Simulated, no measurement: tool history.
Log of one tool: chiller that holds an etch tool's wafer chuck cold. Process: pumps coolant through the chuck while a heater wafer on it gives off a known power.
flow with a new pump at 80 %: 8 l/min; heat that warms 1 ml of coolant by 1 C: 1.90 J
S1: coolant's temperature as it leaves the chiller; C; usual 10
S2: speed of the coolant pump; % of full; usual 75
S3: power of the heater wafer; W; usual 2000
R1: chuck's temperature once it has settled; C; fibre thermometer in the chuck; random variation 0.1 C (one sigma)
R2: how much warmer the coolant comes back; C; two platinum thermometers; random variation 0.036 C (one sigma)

{"run": 1, "hour": 0.0, "S1": 10, "S2": 75, "S3": 2000, "R1": 28.4, "R2": 8.81}
{"run": 2, "hour": 75.1, "S1": 10, "S2": 75, "S3": 2000, "R1": 28.6, "R2": 8.89}
{"run": 3, "hour": 118.5, "S1": 11, "S2": 75, "S3": 2000, "R1": 29.6, "R2": 8.79}
{"run": 4, "hour": 157.1, "S1": 8, "S2": 75, "S3": 2000, "R1": 26.7, "R2": 8.74}
{"run": 5, "hour": 251.5, "S1": 8, "S2": 75, "S3": 2000, "R1": 26.7, "R2": 8.88}
{"run": 6, "hour": 308.0, "S1": 8, "S2": 75, "S3": 2000, "R1": 26.8, "R2": 8.85}
{"run": 7, "hour": 367.5, "S1": 8, "S2": 75, "S3": 2000, "R1": 26.7, "R2": 8.87}
{"run": 8, "hour": 417.8, "S1": 8, "S2": 75, "S3": 2000, "R1": 26.8, "R2": 8.87}
{"run": 9, "hour": 467.5, "S1": 8, "S2": 75, "S3": 2000, "R1": 26.9, "R2": 8.92}
{"run": 10, "hour": 513.8, "S1": 8, "S2": 75, "S3": 2000, "R1": 27.0, "R2": 8.88}
{"run": 11, "hour": 564.7, "S1": 10, "S2": 75, "S3": 2086, "R1": 29.9, "R2": 9.31}
{"run": 12, "hour": 633.7, "S1": 10, "S2": 75, "S3": 2930, "R1": 37.7, "R2": 13.06}
{"run": 13, "hour": 679.7, "S1": 10, "S2": 75, "S3": 1520, "R1": 24.7, "R2": 6.76}
{"run": 14, "hour": 762.3, "S1": 10, "S2": 71, "S3": 1520, "R1": 25.3, "R2": 7.16}
{"run": 15, "hour": 825.0, "S1": 10, "S2": 71, "S3": 1520, "R1": 25.6, "R2": 7.14}
{"run": 16, "hour": 884.5, "S1": 10, "S2": 71, "S3": 1520, "R1": 25.4, "R2": 7.18}
{"run": 17, "hour": 941.0, "S1": 10, "S2": 71, "S3": 1520, "R1": 25.4, "R2": 7.14}
{"run": 18, "hour": 1007.1, "S1": 13, "S2": 76, "S3": 1626, "R1": 28.7, "R2": 7.23}
{"run": 19, "hour": 1097.6, "S1": 10, "S2": 75, "S3": 1250, "R1": 22.3, "R2": 5.6}
{"run": 20, "hour": 1156.6, "S1": 10, "S2": 75, "S3": 1250, "R1": 22.3, "R2": 5.6}
{"run": 21, "hour": 1218.5, "S1": 15, "S2": 60, "S3": 1379, "R1": 31.8, "R2": 7.83}
{"run": 22, "hour": 1270.1, "S1": 7, "S2": 61, "S3": 1379, "R1": 23.3, "R2": 7.64}
{"run": 23, "hour": 1317.7, "S1": 3, "S2": 83, "S3": 1197, "R1": 14.1, "R2": 4.9}
{"run": 24, "hour": 1397.7, "S1": 3, "S2": 83, "S3": 1197, "R1": 14.1, "R2": 4.89}
{"run": 25, "hour": 1487.8, "S1": 3, "S2": 68, "S3": 2888, "R1": 34.2, "R2": 14.48}
{"run": 26, "hour": 1526.4, "S1": 10, "S2": 75, "S3": 1016, "R1": 20.4, "R2": 4.59}
{"run": 27, "hour": 1569.3, "S1": 10, "S2": 63, "S3": 2827, "R1": 42.9, "R2": 15.31}
{"run": 28, "hour": 1621.5, "S1": 14, "S2": 63, "S3": 2987, "R1": 48.8, "R2": 16.16}
{"run": 29, "hour": 1673.2, "S1": 7, "S2": 75, "S3": 2936, "R1": 36.5, "R2": 13.32}
{"run": 30, "hour": 1729.8, "S1": 7, "S2": 62, "S3": 2289, "R1": 34.3, "R2": 12.66}
{"run": 31, "hour": 1777.4, "S1": 15, "S2": 63, "S3": 2956, "R1": 50.0, "R2": 16.08}

3 ways to go on from here, each from the tool as it stands after run 31. What would each give?
{"run": "A", "hour": 1824.9, "S1": 0, "S2": 90, "S3": 1132, "R1": "?", "R2": "?"}
{"run": "B", "hour": 1824.9, "S1": 15, "S2": 66, "S3": 2956, "R1": "?", "R2": "?"}
{"run": "C", "hour": 1824.9, "S1": 19, "S2": 91, "S3": 2956, "R1": "?", "R2": "?"}

run=A R1=10.1 R2=4.30
run=B R1=48.5 R2=15.38
run=C R1=43.9 R2=10.96
Without the tool's hidden state the same runs would have given:
run=A R1=8.4 R2=4.00
run=B R1=43.6 R2=14.31
run=C R1=40.2 R2=10.19
